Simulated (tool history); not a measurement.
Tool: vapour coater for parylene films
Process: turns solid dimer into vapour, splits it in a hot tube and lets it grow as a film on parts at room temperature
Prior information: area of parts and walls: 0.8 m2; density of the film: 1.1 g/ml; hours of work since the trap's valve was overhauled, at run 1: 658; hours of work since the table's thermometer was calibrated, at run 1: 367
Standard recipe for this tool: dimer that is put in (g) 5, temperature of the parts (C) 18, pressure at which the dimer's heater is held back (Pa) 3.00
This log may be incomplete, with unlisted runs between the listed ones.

| run | hour | dimer that is put in (g) | temperature of the parts (C) | pressure at which the dimer's heater is held back (Pa) | hours of work since the trap's valve was overhauled | hours of work since the table's thermometer was calibrated | thickness of the film (um) |
|---|---|---|---|---|---|---|---|
| 1 | 0.0 | 5 | 18 | 3.00 | 658 | 367 | 4.08 |
|  | 35.8 | trap's valve overhauled |
| 2 | 81.3 | 5 | 18 | 3.00 | 21 | 403 | 4.12 |
| 3 | 167.4 | 5 | 18 | 3.00 | 62 | 443 | 4.09 |
| 4 | 237.8 | 5 | 18 | 3.00 | 95 | 476 | 4.11 |
| 5 | 279.8 | 5 | 12 | 3.00 | 114 | 496 | 5.33 |
| 6 | 341.7 | 5 | 18 | 3.00 | 143 | 525 | 4.17 |
| 7 | 404.2 | 5 | 18 | 3.00 | 173 | 554 | 4.17 |
| 8 | 463.0 | 6 | 18 | 4.33 | 200 | 582 | 4.78 |
| 9 | 530.9 | 5 | 12 | 2.38 | 232 | 614 | 5.54 |
| 10 | 591.6 | 5 | 28 | 4.00 | 261 | 642 | 2.55 |
| 11 | 649.6 | 3 | 25 | 5.54 | 288 | 669 | 1.72 |
| 12 | 686.5 | 4 | 16 | 3.96 | 305 | 686 | 3.50 |
| 13 | 748.8 | 4 | 16 | 3.96 | 334 | 716 | 3.46 |

4 ways to go on from here, each from the tool as it stands after run 13. What would each give?
| A | 807.5 | 5 | 26 | 10.22 | 362 | 743 | ? |
| B | 807.5 | 4 | 21 | 11.66 | 362 | 743 | ? |
| C | 807.5 | 5 | 10 | 2.98 | 362 | 743 | ? |
| D | 807.5 | 4 | 23 | 3.96 | 362 | 743 | ? |

| run | thickness of the film (um) |
|---|---|
| A | 2.54 |
| B | 2.50 |
| C | 5.50 |
| D | 2.54 |
Had the tool no hidden state, the same runs would have come out as:
| run | thickness of the film (um) |
|---|---|
| A | 2.54 |
| B | 2.50 |
| C | 5.50 |
| D | 2.54 |
